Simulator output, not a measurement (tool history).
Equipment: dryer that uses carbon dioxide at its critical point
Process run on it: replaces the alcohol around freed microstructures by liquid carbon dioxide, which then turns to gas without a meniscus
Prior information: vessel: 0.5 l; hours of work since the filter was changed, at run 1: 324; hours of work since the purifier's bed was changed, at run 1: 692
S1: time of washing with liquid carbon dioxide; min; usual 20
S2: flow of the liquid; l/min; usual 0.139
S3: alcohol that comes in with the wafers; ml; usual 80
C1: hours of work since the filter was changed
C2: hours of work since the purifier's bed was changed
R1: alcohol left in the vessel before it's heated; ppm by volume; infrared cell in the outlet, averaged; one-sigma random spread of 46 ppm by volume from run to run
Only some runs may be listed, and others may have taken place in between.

run,hour,S1,S2,S3,C1,C2,R1
1,0,20,0.139,80,324,692,4825
2,64.3,20,0.139,80,359,728,5167
3,104,20,0.139,80,382,750,5310
# hour 118.6: inlet filter changed
4,166.9,20,0.139,80,27,785,3306
5,233.4,20,0.139,80,64,822,3540
6,298.3,20,0.139,80,100,858,3791
7,355.7,20,0.139,80,132,890,3852
8,425,20,0.139,80,171,929,4030
9,471.4,20,0.139,80,197,955,4172
10,525.4,20,0.139,80,227,985,4407
11,595.4,20,0.139,80,266,1024,4824
12,643.8,20,0.139,80,293,1051,5026
13,711.5,20,0.139,80,331,1089,5213
14,772.1,20,0.139,28,365,1123,2060
# hour 815.7: inlet filter changed
15,840.4,20,0.139,28,14,1160,1351
16,883.1,20,0.139,28,38,1184,1397
17,951.9,20,0.139,28,76,1222,1505
18,982.1,20,0.139,28,93,1239,1529
19,1050.9,20,0.139,80,131,1278,4086
20,1094,20,0.139,80,155,1302,4227
# hour 1111.9: purifier's bed changed
21,1160.9,13,0.139,80,191,27,14564
22,1231.1,13,0.139,80,230,67,15480
23,1282.2,20,0.139,80,259,95,4562
24,1350.8,14,0.133,62,297,133,12104
25,1387.1,14,0.133,62,317,154,12102
26,1416,25,0.156,30,333,170,532
27,1467.4,25,0.156,30,362,198,574
# hour 1514.5: inlet filter changed
28,1530.7,25,0.233,95,9,233,104
29,1564.1,22,0.187,40,28,252,309
30,1623.2,13,0.106,25,61,285,7136
31,1665.5,20,0.153,28,84,308,894
32,1710.8,20,0.153,28,110,334,964
33,1739.5,15,0.158,52,126,350,4149
34,1770,13,0.134,21,143,367,4065
35,1840.1,13,0.134,21,182,406,4143
36,1893.6,26,0.139,80,212,436,1457
37,1947.5,23,0.16,31,242,466,618
38,1990.9,23,0.089,40,266,490,5493
39,2059.3,23,0.089,40,304,528,5725
40,2104.8,21,0.127,35,330,554,2525
41,2160.5,21,0.127,35,361,585,2571
42,2199.8,21,0.127,35,383,607,2793
# hour 2207.5: inlet filter changed
43,2249.4,20,0.139,55,23,634,2325
44,2286.8,20,0.139,68,44,655,2917
45,2345.6,21,0.139,69,77,688,2632
46,2398.5,24,0.108,81,107,717,4600

Predict each of these 3 candidate next runs independently; none follows another, all start after run 46:
A,2463.3,24,0.108,29,143,753,?
B,2463.3,24,0.108,24,143,753,?
C,2463.3,19,0.139,21,143,753,?

run,R1
A,1827
B,1519
C,1316
Stripped of hidden state, with their random variation kept, the same runs would have yielded:
run,R1
A,1373
B,1122
C,957
